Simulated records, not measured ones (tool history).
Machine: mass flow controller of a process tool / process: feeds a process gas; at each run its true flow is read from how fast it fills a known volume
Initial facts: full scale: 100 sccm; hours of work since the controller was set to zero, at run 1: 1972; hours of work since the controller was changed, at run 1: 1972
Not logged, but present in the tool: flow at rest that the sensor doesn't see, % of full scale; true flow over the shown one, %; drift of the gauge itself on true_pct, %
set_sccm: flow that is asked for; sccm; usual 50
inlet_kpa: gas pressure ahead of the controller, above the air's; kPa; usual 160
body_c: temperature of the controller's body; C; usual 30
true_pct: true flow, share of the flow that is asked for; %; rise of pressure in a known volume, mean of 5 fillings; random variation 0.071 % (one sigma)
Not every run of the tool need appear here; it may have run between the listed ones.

| run | hour | set_sccm | inlet_kpa | body_c | hours of work since the controller was set to zero | hours of work since the controller was changed | true_pct |
|---|---|---|---|---|---|---|---|
| 1 | 0 | 50 | 160 | 30 | 1972 | 1972 | 99.62 |
| 2 | 252.7 | 50 | 160 | 30 | 2094 | 2094 | 99.68 |
| 3 | 524.8 | 50 | 160 | 30 | 2227 | 2227 | 99.69 |
| 4 | 1005.3 | 50 | 190 | 30 | 2460 | 2460 | 99.88 |
| 5 | 1268.6 | 34 | 160 | 30 | 2588 | 2588 | 99.13 |
| 6 | 1541.4 | 50 | 222 | 30 | 2720 | 2720 | 100.18 |
| 7 | 1826.7 | 50 | 222 | 30 | 2859 | 2859 | 100.13 |
| 8 | 2113.2 | 50 | 222 | 30 | 2998 | 2998 | 100.11 |
| 9 | 2390.7 | 33 | 277 | 38 | 3133 | 3133 | 100.12 |
| 10 | 2728.7 | 33 | 277 | 38 | 3297 | 3297 | 100.2 |
|  | 2768.6 | controller's zero set anew |
| 11 | 3111.7 | 33 | 277 | 38 | 167 | 3483 | 99.15 |
| 12 | 3352.4 | 23 | 171 | 30 | 284 | 3600 | 97.02 |
| 13 | 3696.4 | 50 | 160 | 34 | 451 | 3767 | 99.56 |
| 14 | 3956.2 | 57 | 214 | 23 | 577 | 3893 | 99.89 |
| 15 | 4238.3 | 57 | 214 | 23 | 714 | 4030 | 99.69 |

Forecast each of these 4 alternatives for the next run:
| A | 4675.4 | 50 | 229 | 30 | 926 | 4243 | ? |
| B | 4675.4 | 86 | 141 | 29 | 926 | 4243 | ? |
| C | 4675.4 | 100 | 170 | 23 | 926 | 4243 | ? |
| D | 4675.4 | 49 | 214 | 23 | 926 | 4243 | ? |

| run | true_pct |
|---|---|
| A | 99.99 |
| B | 100.39 |
| C | 100.88 |
| D | 99.52 |
Without the tool's hidden state the same runs would have given:
| run | true_pct |
|---|---|
| A | 99.97 |
| B | 99.55 |
| C | 99.88 |
| D | 99.54 |
